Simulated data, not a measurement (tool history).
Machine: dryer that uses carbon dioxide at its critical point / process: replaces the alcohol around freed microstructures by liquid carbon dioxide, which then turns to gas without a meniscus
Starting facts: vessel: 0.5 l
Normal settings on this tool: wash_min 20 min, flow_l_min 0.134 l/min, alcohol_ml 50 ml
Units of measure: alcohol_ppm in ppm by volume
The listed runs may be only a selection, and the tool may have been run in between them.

run	hour	wash_min	flow_l_min	alcohol_ml	alcohol_ppm
1	0.0	20	0.134	50	1213
2	19.5	20	0.134	50	1249
3	35.4	20	0.134	50	1219
4	57.6	20	0.134	50	1254
5	68.0	20	0.220	50	158
6	89.8	20	0.220	50	163
7	100.8	20	0.220	50	159
8	111.3	20	0.220	50	173
9	129.4	20	0.155	50	691
10	139.1	20	0.155	50	702
11	153.9	20	0.155	50	715
12	173.6	20	0.134	31	865
13	192.9	20	0.134	31	901
14	202.5	20	0.134	31	893
15	217.0	20	0.134	36	1036
16	239.5	22	0.134	20	441
17	249.8	18	0.134	50	2144
18	270.6	20	0.103	50	3698
19	289.2	21	0.128	27	866
20	309.6	28	0.211	50	119
21	322.9	15	0.092	50	11345

Expected results for the next run?
22	338.0	12	0.155	33	?

Run 22 yielded alcohol_ppm 3494 ppm by volume.
Had the tool carried no hidden state, the very same run would have given alcohol_ppm 2568 ppm by volume.
